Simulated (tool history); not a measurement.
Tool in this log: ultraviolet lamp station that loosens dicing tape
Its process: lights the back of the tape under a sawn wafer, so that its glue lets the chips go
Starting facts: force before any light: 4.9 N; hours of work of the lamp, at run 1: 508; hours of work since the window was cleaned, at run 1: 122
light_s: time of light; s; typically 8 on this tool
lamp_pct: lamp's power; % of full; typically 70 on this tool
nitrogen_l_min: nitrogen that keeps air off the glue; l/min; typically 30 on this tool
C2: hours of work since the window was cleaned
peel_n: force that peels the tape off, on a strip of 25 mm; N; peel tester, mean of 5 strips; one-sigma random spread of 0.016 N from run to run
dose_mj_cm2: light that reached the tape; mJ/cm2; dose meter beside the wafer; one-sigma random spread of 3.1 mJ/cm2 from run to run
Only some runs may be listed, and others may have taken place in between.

run 1 hour=0 | light_s=8 lamp_pct=70 nitrogen_l_min=30 | hours_of_work_of_the_lamp=508 C2=122 | peel_n=1.158 dose_mj_cm2=353
run 2 hour=23.2 | light_s=8 lamp_pct=70 nitrogen_l_min=30 | hours_of_work_of_the_lamp=520 C2=135 | peel_n=1.162 dose_mj_cm2=351
run 3 hour=41 | light_s=8 lamp_pct=70 nitrogen_l_min=30 | hours_of_work_of_the_lamp=530 C2=144 | peel_n=1.19 dose_mj_cm2=350
run 4 hour=56.3 | light_s=8 lamp_pct=70 nitrogen_l_min=30 | hours_of_work_of_the_lamp=538 C2=152 | peel_n=1.178 dose_mj_cm2=346
run 5 hour=71.4 | light_s=8 lamp_pct=68 nitrogen_l_min=30 | hours_of_work_of_the_lamp=546 C2=161 | peel_n=1.205 dose_mj_cm2=333
run 6 hour=81.7 | light_s=8 lamp_pct=70 nitrogen_l_min=30 | hours_of_work_of_the_lamp=552 C2=166 | peel_n=1.153 dose_mj_cm2=338
run 7 hour=96.7 | light_s=8 lamp_pct=70 nitrogen_l_min=46 | hours_of_work_of_the_lamp=560 C2=174 | peel_n=1.094 dose_mj_cm2=337
run 8 hour=111 | light_s=8 lamp_pct=88 nitrogen_l_min=19 | hours_of_work_of_the_lamp=567 C2=182 | peel_n=1.044 dose_mj_cm2=426
run 9 hour=129.9 | light_s=4 lamp_pct=78 nitrogen_l_min=48 | hours_of_work_of_the_lamp=578 C2=192 | peel_n=2.08 dose_mj_cm2=185
-- hour=132.2 window cleaned of glue's vapour
run 10 hour=140.3 | light_s=4 lamp_pct=78 nitrogen_l_min=30 | hours_of_work_of_the_lamp=583 C2=4 | peel_n=2.24 dose_mj_cm2=181
run 11 hour=160.3 | light_s=4 lamp_pct=78 nitrogen_l_min=30 | hours_of_work_of_the_lamp=594 C2=15 | peel_n=2.239 dose_mj_cm2=183
run 12 hour=173.3 | light_s=11 lamp_pct=66 nitrogen_l_min=42 | hours_of_work_of_the_lamp=601 C2=22 | peel_n=0.806 dose_mj_cm2=417
run 13 hour=186.4 | light_s=9 lamp_pct=66 nitrogen_l_min=41 | hours_of_work_of_the_lamp=608 C2=29 | peel_n=1.101 dose_mj_cm2=345
run 14 hour=204.4 | light_s=9 lamp_pct=66 nitrogen_l_min=41 | hours_of_work_of_the_lamp=617 C2=39 | peel_n=1.106 dose_mj_cm2=338

5 ways to go on from here, each from the tool as it stands after run 14. What would each give?
run A hour=225.6 | light_s=5 lamp_pct=61 nitrogen_l_min=30 | hours_of_work_of_the_lamp=629 C2=50 | peel_n=? dose_mj_cm2=?
run B hour=225.6 | light_s=9 lamp_pct=61 nitrogen_l_min=41 | hours_of_work_of_the_lamp=629 C2=50 | peel_n=? dose_mj_cm2=?
run C hour=225.6 | light_s=9 lamp_pct=70 nitrogen_l_min=30 | hours_of_work_of_the_lamp=629 C2=50 | peel_n=? dose_mj_cm2=?
run D hour=225.6 | light_s=14 lamp_pct=62 nitrogen_l_min=45 | hours_of_work_of_the_lamp=629 C2=50 | peel_n=? dose_mj_cm2=?
run E hour=225.6 | light_s=6 lamp_pct=67 nitrogen_l_min=9 | hours_of_work_of_the_lamp=629 C2=50 | peel_n=? dose_mj_cm2=?

run=A peel_n=2.355 dose_mj_cm2=170
run=B peel_n=1.276 dose_mj_cm2=305
run=C peel_n=1.098 dose_mj_cm2=354
run=D peel_n=0.625 dose_mj_cm2=487
run=E peel_n=2.264 dose_mj_cm2=227
Take away the tool's hidden state, keep each run's random variation, and the runs would have read:
run=A peel_n=1.659 dose_mj_cm2=255
run=B peel_n=0.735 dose_mj_cm2=456
run=C peel_n=0.618 dose_mj_cm2=528
run=D peel_n=0.356 dose_mj_cm2=727
run=E peel_n=1.612 dose_mj_cm2=339
